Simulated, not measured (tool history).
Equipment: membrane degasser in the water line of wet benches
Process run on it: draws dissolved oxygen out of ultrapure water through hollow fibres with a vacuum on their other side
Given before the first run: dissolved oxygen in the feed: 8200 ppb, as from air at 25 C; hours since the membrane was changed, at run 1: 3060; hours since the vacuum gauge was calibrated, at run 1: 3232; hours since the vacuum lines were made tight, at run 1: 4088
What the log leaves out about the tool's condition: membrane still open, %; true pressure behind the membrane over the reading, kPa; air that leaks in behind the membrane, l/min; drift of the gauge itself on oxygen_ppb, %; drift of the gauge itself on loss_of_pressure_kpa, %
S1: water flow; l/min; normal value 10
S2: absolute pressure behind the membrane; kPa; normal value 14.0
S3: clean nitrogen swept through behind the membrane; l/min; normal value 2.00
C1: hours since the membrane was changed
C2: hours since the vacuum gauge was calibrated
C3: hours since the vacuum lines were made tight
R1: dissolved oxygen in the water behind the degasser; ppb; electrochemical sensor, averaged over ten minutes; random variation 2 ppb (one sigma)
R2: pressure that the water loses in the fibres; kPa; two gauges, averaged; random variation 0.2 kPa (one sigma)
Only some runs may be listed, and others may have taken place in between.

| run | hour | S1 | S2 | S3 | C1 | C2 | C3 | R1 | R2 |
|---|---|---|---|---|---|---|---|---|---|
| 1 | 0.0 | 10 | 14.0 | 2.00 | 3060 | 3232 | 4088 | 206.1 | 43.43 |
|  | 36.3 | vacuum gauge calibrated |
| 2 | 105.5 | 10 | 14.0 | 2.00 | 3165 | 69 | 4193 | 206.3 | 42.79 |
| 3 | 163.9 | 10 | 14.0 | 2.00 | 3224 | 128 | 4251 | 206.1 | 43.12 |
| 4 | 251.1 | 10 | 14.0 | 2.00 | 3311 | 215 | 4338 | 204.1 | 42.99 |
| 5 | 347.5 | 10 | 14.0 | 2.00 | 3407 | 311 | 4435 | 209.1 | 43.14 |
| 6 | 453.8 | 10 | 14.0 | 2.00 | 3514 | 418 | 4541 | 209.7 | 43.13 |
| 7 | 516.0 | 8 | 15.8 | 2.00 | 3576 | 480 | 4603 | 164.7 | 34.66 |
| 8 | 628.2 | 8 | 15.8 | 2.00 | 3688 | 592 | 4716 | 167.8 | 34.58 |
| 9 | 755.3 | 8 | 15.8 | 2.00 | 3815 | 719 | 4843 | 167.6 | 34.55 |
| 10 | 877.4 | 6 | 15.8 | 1.69 | 3937 | 841 | 4965 | 129.0 | 25.85 |
| 11 | 941.0 | 6 | 15.8 | 4.03 | 4001 | 905 | 5028 | 62.7 | 26.07 |
| 12 | 1006.3 | 6 | 15.8 | 4.03 | 4066 | 970 | 5094 | 64.5 | 25.94 |

Each row is a separate what-if for the run after 12, all from the same tool condition, not one after another. Results?
| A | 1122.0 | 6 | 10.1 | 4.03 | 4182 | 1086 | 5209 | ? | ? |
| B | 1122.0 | 8 | 10.2 | 4.45 | 4182 | 1086 | 5209 | ? | ? |
| C | 1122.0 | 6 | 28.4 | 1.96 | 4182 | 1086 | 5209 | ? | ? |
| D | 1122.0 | 12 | 21.2 | 4.03 | 4182 | 1086 | 5209 | ? | ? |

| run | R1 | R2 |
|---|---|---|
| A | 40.5 | 26.11 |
| B | 71.9 | 34.74 |
| C | 212.0 | 26.10 |
| D | 258.0 | 51.64 |
With the hidden condition removed and each run's random variation left untouched, the same runs would have given:
| run | R1 | R2 |
|---|---|---|
| A | 36.9 | 25.51 |
| B | 65.7 | 33.94 |
| C | 199.1 | 25.49 |
| D | 242.4 | 50.44 |
